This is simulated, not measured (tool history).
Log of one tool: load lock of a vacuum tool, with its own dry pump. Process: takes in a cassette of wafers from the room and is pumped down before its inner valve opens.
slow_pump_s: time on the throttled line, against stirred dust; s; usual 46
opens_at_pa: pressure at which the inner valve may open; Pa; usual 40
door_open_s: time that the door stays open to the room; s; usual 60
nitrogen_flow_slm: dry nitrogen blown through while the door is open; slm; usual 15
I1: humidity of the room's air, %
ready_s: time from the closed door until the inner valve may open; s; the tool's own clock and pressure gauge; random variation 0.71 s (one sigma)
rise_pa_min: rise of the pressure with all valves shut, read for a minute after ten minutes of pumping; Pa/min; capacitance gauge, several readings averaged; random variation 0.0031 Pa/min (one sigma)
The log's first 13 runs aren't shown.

{"run": 14, "hour": 1256.4, "slow_pump_s": 46, "opens_at_pa": 40, "door_open_s": 60, "nitrogen_flow_slm": 15, "I1": 42.6, "ready_s": 107.9, "rise_pa_min": 0.051}
{"run": 15, "hour": 1379.8, "slow_pump_s": 46, "opens_at_pa": 40, "door_open_s": 60, "nitrogen_flow_slm": 15, "I1": 41.7, "ready_s": 106.7, "rise_pa_min": 0.057}
{"run": 16, "hour": 1443.0, "slow_pump_s": 46, "opens_at_pa": 40, "door_open_s": 60, "nitrogen_flow_slm": 15, "I1": 42.9, "ready_s": 106.2, "rise_pa_min": 0.05}
{"run": 17, "hour": 1502.5, "slow_pump_s": 46, "opens_at_pa": 40, "door_open_s": 60, "nitrogen_flow_slm": 15, "I1": 46.6, "ready_s": 107.7, "rise_pa_min": 0.063}
{"run": 18, "hour": 1613.6, "slow_pump_s": 46, "opens_at_pa": 40, "door_open_s": 60, "nitrogen_flow_slm": 15, "I1": 48.3, "ready_s": 107.2, "rise_pa_min": 0.06}
{"run": 19, "hour": 1679.9, "slow_pump_s": 46, "opens_at_pa": 37, "door_open_s": 60, "nitrogen_flow_slm": 15, "I1": 41.2, "ready_s": 108.1, "rise_pa_min": 0.048}
{"run": 20, "hour": 1790.5, "slow_pump_s": 75, "opens_at_pa": 59, "door_open_s": 60, "nitrogen_flow_slm": 5, "I1": 44.5, "ready_s": 123.6, "rise_pa_min": 0.075}
{"run": 21, "hour": 1880.9, "slow_pump_s": 46, "opens_at_pa": 40, "door_open_s": 130, "nitrogen_flow_slm": 15, "I1": 43.4, "ready_s": 109.1, "rise_pa_min": 0.1}
{"run": 22, "hour": 1955.3, "slow_pump_s": 70, "opens_at_pa": 40, "door_open_s": 60, "nitrogen_flow_slm": 15, "I1": 44.2, "ready_s": 125.2, "rise_pa_min": 0.056}
{"run": 23, "hour": 2033.7, "slow_pump_s": 29, "opens_at_pa": 36, "door_open_s": 101, "nitrogen_flow_slm": 7, "I1": 43, "ready_s": 95.9, "rise_pa_min": 0.098}
{"run": 24, "hour": 2155.5, "slow_pump_s": 29, "opens_at_pa": 36, "door_open_s": 74, "nitrogen_flow_slm": 6, "I1": 44.3, "ready_s": 96, "rise_pa_min": 0.086}
{"run": 25, "hour": 2223.6, "slow_pump_s": 29, "opens_at_pa": 36, "door_open_s": 74, "nitrogen_flow_slm": 6, "I1": 50.2, "ready_s": 96.2, "rise_pa_min": 0.088}
{"run": 26, "hour": 2306.3, "slow_pump_s": 27, "opens_at_pa": 60, "door_open_s": 26, "nitrogen_flow_slm": 19, "I1": 43.4, "ready_s": 90.1, "rise_pa_min": 0.029}
{"run": 27, "hour": 2364.6, "slow_pump_s": 27, "opens_at_pa": 60, "door_open_s": 26, "nitrogen_flow_slm": 19, "I1": 45.9, "ready_s": 90.3, "rise_pa_min": 0.033}
{"run": 28, "hour": 2427.8, "slow_pump_s": 46, "opens_at_pa": 66, "door_open_s": 60, "nitrogen_flow_slm": 15, "I1": 46.1, "ready_s": 103.3, "rise_pa_min": 0.062}
{"run": 29, "hour": 2557.4, "slow_pump_s": 46, "opens_at_pa": 66, "door_open_s": 60, "nitrogen_flow_slm": 15, "I1": 46.5, "ready_s": 102.2, "rise_pa_min": 0.064}
{"run": 30, "hour": 2655.8, "slow_pump_s": 27, "opens_at_pa": 40, "door_open_s": 179, "nitrogen_flow_slm": 19, "I1": 46.2, "ready_s": 93.9, "rise_pa_min": 0.12}
{"run": 31, "hour": 2713.4, "slow_pump_s": 51, "opens_at_pa": 65, "door_open_s": 181, "nitrogen_flow_slm": 7, "I1": 46.1, "ready_s": 105.6, "rise_pa_min": 0.163}
{"run": 32, "hour": 2813.4, "slow_pump_s": 63, "opens_at_pa": 40, "door_open_s": 84, "nitrogen_flow_slm": 15, "I1": 45.9, "ready_s": 120.8, "rise_pa_min": 0.071}

Forecast each of these 3 alternatives for the next run:
{"run": "A", "hour": 2873.9, "slow_pump_s": 63, "opens_at_pa": 40, "door_open_s": 136, "nitrogen_flow_slm": 15, "I1": 45.9, "ready_s": "?", "rise_pa_min": "?"}
{"run": "B", "hour": 2873.9, "slow_pump_s": 63, "opens_at_pa": 40, "door_open_s": 40, "nitrogen_flow_slm": 15, "I1": 45.2, "ready_s": "?", "rise_pa_min": "?"}
{"run": "C", "hour": 2873.9, "slow_pump_s": 63, "opens_at_pa": 56, "door_open_s": 84, "nitrogen_flow_slm": 15, "I1": 49.1, "ready_s": "?", "rise_pa_min": "?"}

run=A ready_s=120.2 rise_pa_min=0.1
run=B ready_s=119.6 rise_pa_min=0.043
run=C ready_s=117 rise_pa_min=0.074
Without the tool's hidden state the same runs would have given:
run=A ready_s=120.1 rise_pa_min=0.099
run=B ready_s=119.6 rise_pa_min=0.042
run=C ready_s=117 rise_pa_min=0.074

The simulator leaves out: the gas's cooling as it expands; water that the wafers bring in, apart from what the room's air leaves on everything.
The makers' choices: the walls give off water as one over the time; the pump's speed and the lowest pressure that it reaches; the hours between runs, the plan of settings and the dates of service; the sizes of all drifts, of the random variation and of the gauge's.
